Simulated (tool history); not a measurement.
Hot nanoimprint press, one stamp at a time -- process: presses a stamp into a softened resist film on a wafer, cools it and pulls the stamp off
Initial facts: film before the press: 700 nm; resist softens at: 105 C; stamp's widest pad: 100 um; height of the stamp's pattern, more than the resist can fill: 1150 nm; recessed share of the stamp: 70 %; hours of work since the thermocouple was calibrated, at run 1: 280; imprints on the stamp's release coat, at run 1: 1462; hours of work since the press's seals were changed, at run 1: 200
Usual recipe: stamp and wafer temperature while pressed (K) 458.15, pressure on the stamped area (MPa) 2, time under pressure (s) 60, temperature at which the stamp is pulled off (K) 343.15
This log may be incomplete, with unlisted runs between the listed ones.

run   hour  stamp and wafer temperature while pressed (K)  pressure on the stamped area (MPa)  time under pressure (s)  temperature at which the stamp is pulled off (K)  hours of work since the thermocouple was calibrated  imprints on the stamp's release coat  hours of work since the press's seals were changed  resist left under the stamp's widest pad (nm)  greatest force while the stamp is pulled off (N)
  1      0                                         458.15                                   2                       60                                            343.15                                                  280                                  1462                                                 200                                            241                                               176
  2   13.7                                         458.15                                   2                       60                                            343.15                                                  286                                  1487                                                 206                                          242.6                                               184
  3   29.9                                         458.15                                   2                       60                                            343.15                                                  293                                  1516                                                 213                                          242.3                                               173
  4   40.1                                         467.15                                   2                       60                                            343.15                                                  298                                  1534                                                 218                                          161.6                                               180
  5   58.6                                         458.15                                   2                       60                                            343.15                                                  306                                  1568                                                 226                                          240.5                                               190
  6   66.2                                         458.15                                   2                       60                                            343.15                                                  309                                  1582                                                 230                                          241.1                                               184
  7     83                                         458.15                                   2                       60                                            343.15                                                  317                                  1612                                                 237                                          240.8                                               186
  8   92.1                                         458.15                                1.72                       60                                            343.15                                                  321                                  1629                                                 241                                          259.8                                               185
  9  108.1                                         458.15                                1.72                       60                                            343.15                                                  328                                  1658                                                 248                                          258.3                                               191
 10  124.8                                         458.15                                1.72                       60                                            343.15                                                  336                                  1688                                                 256                                          257.9                                               190
 11  132.6                                         458.15                                1.72                       60                                            343.15                                                  339                                  1702                                                 259                                          258.2                                               189
       143  -- stamp cleaned and given a new release coat
 12  150.7                                         458.15                                1.72                       60                                            343.15                                                  345                                    14                                                 265                                            258                                               109
 13  167.7                                         458.15                                1.72                       60                                            343.15                                                  352                                    45                                                 272                                          257.2                                               109
 14  179.2                                         458.15                                1.72                       60                                            343.15                                                  357                                    66                                                 277                                          256.1                                               108
 15  196.3                                         458.15                                1.72                       60                                            343.15                                                  365                                    97                                                 285                                          256.6                                               112
 16  211.8                                         458.15                                1.87                       60                                            349.15                                                  372                                   125                                                 292                                          247.5                                               111
 17  220.6                                         458.15                                2.79                       60                                            338.15                                                  376                                   141                                                 296                                          201.1                                               117
 18  234.1                                         450.15                                1.71                       60                                            337.15                                                  382                                   165                                                 302                                          366.6                                               119
 19  245.7                                         458.15                                1.74                       84                                            334.15                                                  387                                   186                                                 307                                          221.4                                               122

Run 20 is up next; what results do you expect?
 20  254.8                                         458.15                                1.74                       84                                            334.15                                                  391                                   203                                                 311                                              ?                                                 ?

Run 20 yielded resist left under the stamp's widest pad (nm) 222.7, greatest force while the stamp is pulled off (N) 122.
Minus the tool's unlogged condition, the same run would have read resist left under the stamp's widest pad (nm) 239.9, greatest force while the stamp is pulled off (N) 114.
